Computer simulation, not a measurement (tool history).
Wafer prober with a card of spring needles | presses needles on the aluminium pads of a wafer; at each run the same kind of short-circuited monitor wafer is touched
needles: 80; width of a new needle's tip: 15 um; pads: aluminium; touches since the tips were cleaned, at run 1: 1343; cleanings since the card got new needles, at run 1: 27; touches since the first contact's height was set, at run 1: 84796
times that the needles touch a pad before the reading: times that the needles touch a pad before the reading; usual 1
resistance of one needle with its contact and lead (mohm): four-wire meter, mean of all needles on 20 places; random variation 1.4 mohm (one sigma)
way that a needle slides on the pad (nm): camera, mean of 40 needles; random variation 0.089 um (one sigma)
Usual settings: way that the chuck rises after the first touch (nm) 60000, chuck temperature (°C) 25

run,hour,way that the chuck rises after the first touch (nm),chuck temperature (°C),times that the needles touch a pad before the reading,touches since the tips were cleaned,cleanings since the card got new needles,touches since the first contact's height was set,resistance of one needle with its contact and lead (mohm),way that a needle slides on the pad (nm)
1,0,60000,25,1,1343,27,84796,161,15840
# hour 4: tips cleaned on abrasive film
2,7.3,60000,65,1,1194,28,87387,162,15900
# hour 11.4: tips cleaned on abrasive film
3,15.9,60000,65,1,1608,29,90413,172,15750
# hour 19.4: tips cleaned on abrasive film
4,25,42000,25,1,1997,30,93629,231,10890
# hour 27.3: tips cleaned on abrasive film
5,29.1,60000,25,1,665,31,95068,144,15710
# hour 35.2: tips cleaned on abrasive film
6,38,60000,25,1,984,32,98201,153,15650
# hour 39.5: height of the first contact set anew
# hour 43.3: tips cleaned on abrasive film
7,43.4,60000,25,1,37,33,1342,123,16310
8,50.5,60000,25,1,2567,33,3872,184,16230
# hour 51.4: tips cleaned on abrasive film
# hour 59.1: tips cleaned on abrasive film
9,60.4,43000,25,1,474,35,7357,158,11590
# hour 66.8: tips cleaned on abrasive film
10,67.7,60000,73,1,328,36,9943,139,16190
# hour 74.2: tips cleaned on abrasive film
11,74.6,60000,73,1,135,37,12352,134,16110
# hour 82.1: tips cleaned on abrasive film
12,84.1,54000,73,1,737,38,15736,157,14620
# hour 89.7: tips cleaned on abrasive film
13,90.8,54000,73,1,422,39,18105,146,14560
# hour 97.5: tips cleaned on abrasive film
14,99.4,54000,73,1,674,40,21124,159,14460
15,103.8,50000,25,1,2250,40,22700,210,13360
# hour 105.6: tips cleaned on abrasive film
16,110.5,50000,25,1,1757,41,25055,196,13370
# hour 113.1: tips cleaned on abrasive film
17,117.5,69000,25,1,1594,42,27553,156,18640
# hour 121: tips cleaned on abrasive film
18,123.2,69000,25,1,769,43,29529,140,18520
# hour 128.9: tips cleaned on abrasive film
19,128.9,69000,25,1,0,44,31554,122,18630
20,134,60000,27,1,1804,44,33358,172,16030
# hour 136.7: tips cleaned on abrasive film
# hour 144: tips cleaned on abrasive film
21,144,78000,32,1,0,46,36887,121,20990
22,148.9,61000,38,1,1746,46,38633,171,16110
# hour 151.6: tips cleaned on abrasive film
23,155.4,61000,38,1,1357,47,40921,159,16220
# hour 159: tips cleaned on abrasive film
24,162.8,61000,38,2,1365,48,43520,147,16240
# hour 166.8: tips cleaned on abrasive film
25,170,61000,38,2,1159,49,46068,140,16170
# hour 174.2: tips cleaned on abrasive film
26,176.4,61000,38,2,794,50,48322,135,16330
# hour 181.6: tips cleaned on abrasive film
27,186,57000,28,1,1585,51,51730,170,15090
# hour 189.4: tips cleaned on abrasive film
28,192.9,57000,28,1,1252,52,54143,163,14990
# hour 197.2: tips cleaned on abrasive film
29,200.2,49000,83,1,1077,53,56733,181,12880
# hour 205.1: tips cleaned on abrasive film
30,208.1,68000,83,1,1060,54,59501,155,18060
# hour 212.7: tips cleaned on abrasive film
31,214,46000,68,2,447,55,61589,150,12060
# hour 220.7: tips cleaned on abrasive film
32,221.3,45000,67,2,221,56,64182,143,11750
33,226.2,45000,52,2,1960,56,65921,184,11850

Measured less the same run without the tool's hidden state. The same run-to-run variation is in both; the gauge's scatter may not be:
The hidden state here: debris on the tips, nm; way that the needles fall short of the set height, um; tips' diameter, um; drift of the gauge itself on contact_mohm, %; drift of the gauge itself on scrub_um, %.
run,resistance of one needle with its contact and lead (mohm),way that a needle slides on the pad (nm)
1,+44,-460
2,+39,-480
3,+48,-490
4,+105,-510
5,+25,-520
6,+35,-530
7,+6,-20
8,+66,-20
9,+36,-40
10,+16,-60
11,+11,-80
12,+32,-90
13,+19,-100
14,+31,-120
15,+90,-120
16,+75,-140
17,+39,-150
18,+24,-170
19,+5,-190
20,+53,-190
21,+5,-220
22,+52,-220
23,+41,-230
24,+26,-250
25,+22,-260
26,+17,-280
27,+52,-290
28,+45,-300
29,+53,-320
30,+30,-340
31,+21,-360
32,+16,-370
33,+60,-370
